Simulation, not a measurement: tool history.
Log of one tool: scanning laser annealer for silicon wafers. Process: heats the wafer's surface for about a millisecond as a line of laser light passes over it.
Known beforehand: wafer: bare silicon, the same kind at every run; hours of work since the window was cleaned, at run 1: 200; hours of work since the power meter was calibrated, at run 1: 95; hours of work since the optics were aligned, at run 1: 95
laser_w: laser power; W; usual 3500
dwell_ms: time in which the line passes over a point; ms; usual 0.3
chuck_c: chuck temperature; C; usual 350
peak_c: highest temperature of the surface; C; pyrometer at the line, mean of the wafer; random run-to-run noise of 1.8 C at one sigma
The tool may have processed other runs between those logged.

run,hour,laser_w,dwell_ms,chuck_c,hours of work since the window was cleaned,hours of work since the power meter was calibrated,hours of work since the optics were aligned,peak_c
1,0,3500,0.3,350,200,95,95,1067
2,16.4,3500,0.3,350,209,105,105,1064
3,34.6,3500,0.3,350,221,116,116,1071
4,53.4,3500,0.3,347,232,128,128,1065
5,65.3,3500,0.3,350,239,135,135,1065
6,76.3,3500,0.3,350,246,141,141,1067
7,97.1,3500,0.3,350,258,154,154,1069
8,108.3,3500,0.3,350,265,161,161,1065
9,120.5,3500,0.3,350,273,168,168,1069
10,129.3,3247,0.3,350,278,174,174,1004
11,142.4,3500,0.3,350,286,182,182,1070
12,154,3500,0.3,350,293,189,189,1068
13,172.4,3500,0.3,350,304,200,200,1067
14,186.5,3500,0.3,350,313,208,208,1069
15,202.2,3500,0.3,350,322,218,218,1071
16,222.4,3500,0.3,350,334,230,230,1070
17,242.8,3500,0.3,350,347,242,242,1067
18,257.8,3500,0.35,350,356,252,252,1122
19,276.2,3500,0.35,350,367,263,263,1120
20,296.5,3500,0.3,350,379,275,275,1068
21,312.9,3002,0.3,325,389,285,285,917
22,328.3,3138,0.3,325,399,294,294,951
23,344.9,3591,0.3,372,409,304,304,1115
24,357.3,3680,0.3,345,416,312,312,1108
25,367,3680,0.3,345,422,318,318,1110
26,377.9,3500,0.285,350,429,324,324,1050
27,399.2,3500,0.285,317,442,337,337,1018
28,413.4,3326,0.213,381,450,346,346,959
29,424.2,3756,0.282,354,457,353,353,1115
30,439.8,3401,0.307,340,466,362,362,1040
31,455.7,3401,0.307,340,476,372,372,1039
32,475.2,3401,0.307,340,488,383,383,1039
33,495.4,3098,0.307,340,500,396,396,961
34,511.2,3667,0.3,350,510,405,405,1112
35,526.6,3667,0.3,350,519,415,415,1111
36,541.4,3667,0.3,350,528,424,424,1110
37,553,3475,0.323,373,535,431,431,1107
38,561.9,3475,0.336,347,540,436,436,1094
39,578.2,3475,0.336,347,550,446,446,1095
40,594.8,3650,0.353,390,560,456,456,1204

What if the next run were any one of these 4? Each begins from the tool's condition after run 40:
A,616.1,3500,0.26,372,573,469,469,?
B,616.1,3650,0.353,324,573,469,469,?
C,616.1,3118,0.353,323,573,469,469,?
D,616.1,3136,0.3,343,573,469,469,?

run,peak_c
A,1044
B,1138
C,991
D,968
Had the tool no hidden state, the same runs would have come out as:
run,peak_c
A,1045
B,1139
C,991
D,969

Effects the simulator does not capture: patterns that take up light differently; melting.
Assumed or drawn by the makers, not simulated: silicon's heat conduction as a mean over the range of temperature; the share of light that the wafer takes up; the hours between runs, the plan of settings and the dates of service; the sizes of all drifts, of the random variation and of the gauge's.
